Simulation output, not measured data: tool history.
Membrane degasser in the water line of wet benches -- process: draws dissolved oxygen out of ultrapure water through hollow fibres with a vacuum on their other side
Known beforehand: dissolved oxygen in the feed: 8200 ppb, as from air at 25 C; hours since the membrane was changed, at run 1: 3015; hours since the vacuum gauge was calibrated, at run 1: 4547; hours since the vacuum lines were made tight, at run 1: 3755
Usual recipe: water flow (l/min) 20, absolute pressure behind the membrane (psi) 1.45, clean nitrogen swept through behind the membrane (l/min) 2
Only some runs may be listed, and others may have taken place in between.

run    hour  water flow (l/min)  absolute pressure behind the membrane (psi)  clean nitrogen swept through behind the membrane (l/min)  hours since the membrane was changed  hours since the vacuum gauge was calibrated  hours since the vacuum lines were made tight  dissolved oxygen in the water behind the degasser (ppb)  pressure that the water loses in the fibres (psi)
  1       0                  20                                         1.45                                                         2                                  3015                                         4547                                          3755                                                    162.1                                              9.626
  2   116.5                  20                                         1.45                                                         2                                  3131                                         4663                                          3871                                                    162.5                                              9.613
  3     258                  20                                         1.45                                                      1.16                                  3273                                         4805                                          4013                                                    262.8                                              9.594
  4   353.2                  20                                         1.45                                                      4.31                                  3368                                         4900                                          4108                                                       81                                               9.62
  5   485.2                  13                                         1.45                                                         2                                  3500                                         5032                                          4240                                                      106                                              6.283
      542.2  -- vacuum gauge calibrated
  6     575                  13                                         1.45                                                         2                                  3589                                           33                                          4329                                                    106.5                                              6.224
  7   687.7                  13                                         1.45                                                         2                                  3702                                          145                                          4442                                                    106.4                                              6.283
  8   754.1                  20                                         1.45                                                         2                                  3768                                          212                                          4508                                                    163.1                                              9.697
  9   857.8                  20                                         2.32                                                         2                                  3872                                          316                                          4612                                                      300                                               9.61
 10   976.7                  20                                         2.32                                                         2                                  3991                                          434                                          4731                                                    299.3                                              9.636
 11  1039.2                  20                                         3.23                                                         2                                  4054                                          497                                          4794                                                    436.1                                              9.631
 12  1100.6                  17                                         1.19                                                      0.86                                  4115                                          558                                          4855                                                    218.8                                              8.177
 13  1185.4                  24                                         1.45                                                         2                                  4200                                          643                                          4940                                                    198.9                                             11.529
 14  1270.9                  24                                         1.83                                                         2                                  4285                                          729                                          5025                                                    270.1                                             11.532
 15  1409.2                  24                                         1.83                                                         2                                  4424                                          867                                          5164                                                    269.8                                              11.59
 16  1509.7                  24                                         1.83                                                         2                                  4524                                          967                                          5264                                                    270.1                                             11.477
 17  1570.8                  24                                         1.83                                                         2                                  4585                                         1029                                          5325                                                    270.6                                              11.51
     1584.9  -- seals of the vacuum lines changed
 18  1697.8                  24                                         1.32                                                         2                                  4710                                         1154                                           113                                                    176.6                                             11.603
 19    1776                  24                                         1.32                                                         2                                  4788                                         1232                                           191                                                      176                                             11.554
 20  1860.1                  20                                         1.54                                                      2.84                                  4872                                         1316                                           275                                                      130                                              9.581
 21  1993.1                  20                                         1.54                                                      2.84                                  5006                                         1449                                           408                                                    129.1                                              9.684

Predict each of these 4 candidate next runs independently; none follows another, all start after run 21:
  A  2125.3                  20                                         1.81                                                      4.33                                  5138                                         1581                                           540                                                        ?                                                  ?
  B  2125.3                  20                                         3.25                                                      4.23                                  5138                                         1581                                           540                                                        ?                                                  ?
  C  2125.3                  30                                         1.45                                                         2                                  5138                                         1581                                           540                                                        ?                                                  ?
  D  2125.3                  20                                         2.09                                                         2                                  5138                                         1581                                           540                                                        ?                                                  ?

run  dissolved oxygen in the water behind the degasser (ppb)  pressure that the water loses in the fibres (psi)
  A                                                    108.9                                              9.626
  B                                                    224.1                                              9.575
  C                                                    264.2                                             14.443
  D                                                    265.4                                              9.596
Take away the tool's hidden state, keep each run's random variation, and the runs would have read:
run  dissolved oxygen in the water behind the degasser (ppb)  pressure that the water loses in the fibres (psi)
  A                                                    107.6                                              9.616
  B                                                    221.3                                              9.565
  C                                                    260.9                                             14.427
  D                                                    262.1                                              9.586
